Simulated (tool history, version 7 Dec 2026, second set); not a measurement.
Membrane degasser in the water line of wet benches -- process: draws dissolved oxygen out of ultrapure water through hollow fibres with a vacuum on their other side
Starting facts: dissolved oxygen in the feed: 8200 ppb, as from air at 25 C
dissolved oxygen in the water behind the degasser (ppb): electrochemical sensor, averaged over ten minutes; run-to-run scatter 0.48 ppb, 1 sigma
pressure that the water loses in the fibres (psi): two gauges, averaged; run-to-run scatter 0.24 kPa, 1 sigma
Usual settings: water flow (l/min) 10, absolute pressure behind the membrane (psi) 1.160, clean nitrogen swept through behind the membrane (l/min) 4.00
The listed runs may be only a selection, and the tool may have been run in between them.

run,hour,water flow (l/min),absolute pressure behind the membrane (psi),clean nitrogen swept through behind the membrane (l/min),dissolved oxygen in the water behind the degasser (ppb),pressure that the water loses in the fibres (psi)
1,0.0,10,1.160,4.00,36.6,8.801
2,56.3,10,1.065,4.00,32.5,8.801
3,137.4,10,1.065,4.00,32.7,8.827
4,228.3,10,1.160,8.38,21.8,8.807
5,307.3,10,1.160,4.00,37.1,8.820
6,405.1,10,0.775,4.00,20.8,8.879
7,499.5,10,2.515,4.00,93.0,8.855
8,585.2,10,0.870,4.00,24.2,8.804
9,650.8,10,0.870,4.00,25.0,8.778
10,722.5,12,1.160,4.00,49.2,10.565
11,812.7,12,1.160,4.00,49.6,10.614
12,920.8,12,1.160,4.00,49.3,10.634
13,979.9,12,1.160,4.00,50.9,10.611
14,1073.1,12,1.160,4.00,50.2,10.543
15,1140.2,10,1.160,4.00,37.1,8.808
16,1247.9,11,1.160,4.00,42.7,9.654
17,1304.8,7,1.391,4.00,29.4,6.170
18,1406.8,8,1.391,7.53,19.8,7.082
19,1464.0,10,2.046,9.25,36.9,8.789
20,1568.1,10,2.046,9.25,37.4,8.792
21,1679.4,10,1.410,3.12,58.3,8.876
22,1749.0,10,1.449,2.21,82.1,8.782
23,1816.0,14,0.834,7.10,37.5,12.350
24,1882.4,7,0.834,3.77,13.4,6.182
25,1989.1,12,1.487,4.00,66.4,10.536
26,2077.5,10,1.635,2.15,97.6,8.824
27,2154.7,10,1.635,2.15,97.2,8.814
28,2238.5,15,0.811,2.15,70.9,13.145
29,2333.2,10,1.297,4.56,38.2,8.843
30,2409.4,9,0.925,4.00,22.6,7.906
31,2499.5,9,0.925,2.64,31.7,7.957
32,2572.5,10,1.160,4.00,37.6,8.839

5 ways to go on from here, each from the tool as it stands after run 32. What would each give?
A,2675.3,7,1.160,2.31,?,?
B,2675.3,9,1.449,5.74,?,?
C,2675.3,6,2.844,8.96,?,?
D,2675.3,11,1.468,4.45,?,?
E,2675.3,10,1.160,2.03,?,?

run,dissolved oxygen in the water behind the degasser (ppb),pressure that the water loses in the fibres (psi)
A,36.8,6.168
B,31.5,7.994
C,28.9,5.288
D,52.9,9.718
E,64.9,8.879
Stripped of hidden state, with their random variation kept, the same runs would have yielded:
run,dissolved oxygen in the water behind the degasser (ppb),pressure that the water loses in the fibres (psi)
A,36.8,6.167
B,31.5,7.994
C,28.9,5.287
D,52.8,9.716
E,64.9,8.878

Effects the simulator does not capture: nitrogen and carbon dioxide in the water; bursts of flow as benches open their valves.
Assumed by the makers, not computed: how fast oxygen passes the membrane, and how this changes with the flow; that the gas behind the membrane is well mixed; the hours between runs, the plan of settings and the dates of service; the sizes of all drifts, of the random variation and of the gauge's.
